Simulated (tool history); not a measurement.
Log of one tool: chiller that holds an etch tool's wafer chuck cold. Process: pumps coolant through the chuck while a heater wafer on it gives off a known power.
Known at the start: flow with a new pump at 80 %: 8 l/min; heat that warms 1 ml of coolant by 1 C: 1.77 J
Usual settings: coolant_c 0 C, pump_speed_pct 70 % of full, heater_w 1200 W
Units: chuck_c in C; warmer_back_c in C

run	day	coolant_c	pump_speed_pct	heater_w	chuck_c	warmer_back_c
1	0.000	0	70	1200	15.1	5.79
2	0.788	0	70	1162	14.7	5.54
3	1.725	0	70	1162	14.6	5.59
4	3.046	6	70	1200	21.0	5.79
5	4.667	6	70	1200	21.0	5.70
6	5.692	6	70	1200	21.1	5.70
7	7.333	0	70	1200	15.0	5.66
8	8.604	0	70	1200	15.1	5.61
9	10.167	0	70	1200	15.0	5.59
10	10.904	0	70	1033	13.0	4.74
11	11.696	0	70	1033	13.2	4.75
12	13.283	0	70	1033	13.1	4.71
13	14.796	0	70	1033	13.1	4.65
14	15.821	0	70	1457	18.3	6.68
15	17.254	0	70	1457	18.2	6.71
16	18.483	0	70	1457	18.2	6.60
17	19.367	-6	98	618	0.3	1.70
18	20.996	5	92	1076	16.4	3.49
# day 21.617: gauge calibrated
19	22.250	8	70	938	19.8	4.50
20	22.912	8	70	938	19.7	4.54
21	23.583	8	70	938	19.6	4.50
22	24.608	-5	70	1200	10.2	5.73
23	26.075	-4	93	938	5.9	3.33
24	27.525	0	70	1681	21.0	8.01
25	28.946	0	70	1569	19.6	7.39
26	30.008	0	70	1200	14.9	5.64
27	31.417	-9	64	1200	6.9	6.06
28	32.204	-6	70	1200	8.9	5.60
29	33.721	3	66	1200	18.4	5.89
30	34.429	3	66	1200	18.6	5.88
31	35.112	0	64	1200	15.9	5.99
32	36.617	3	81	1200	16.7	4.69

Measured less the same run without the tool's hidden state. The same run-to-run variation is in both; the gauge's scatter may not be:
The hidden state here: heat passed by the chuck's channels, % of clean ones'; flow at a given pump speed, % of a new pump's; coolant's true temperature over the reading, C; drift of the gauge itself on chuck_c, C; drift of the gauge itself on warmer_back_c, C.
run	warmer_back_c
1	+0.01
2	-0.02
3	-0.04
4	-0.06
5	-0.10
6	-0.12
7	-0.16
8	-0.18
9	-0.21
10	-0.24
11	-0.24
12	-0.28
13	-0.32
14	-0.34
15	-0.37
16	-0.40
17	-0.41
18	-0.45
19	-0.01
20	-0.03
21	-0.04
22	-0.06
23	-0.10
24	-0.12
25	-0.16
26	-0.17
27	-0.21
28	-0.22
29	-0.26
30	-0.28
31	-0.28
32	-0.32
chuck_c: within 0.1 C of the measured result in every run.
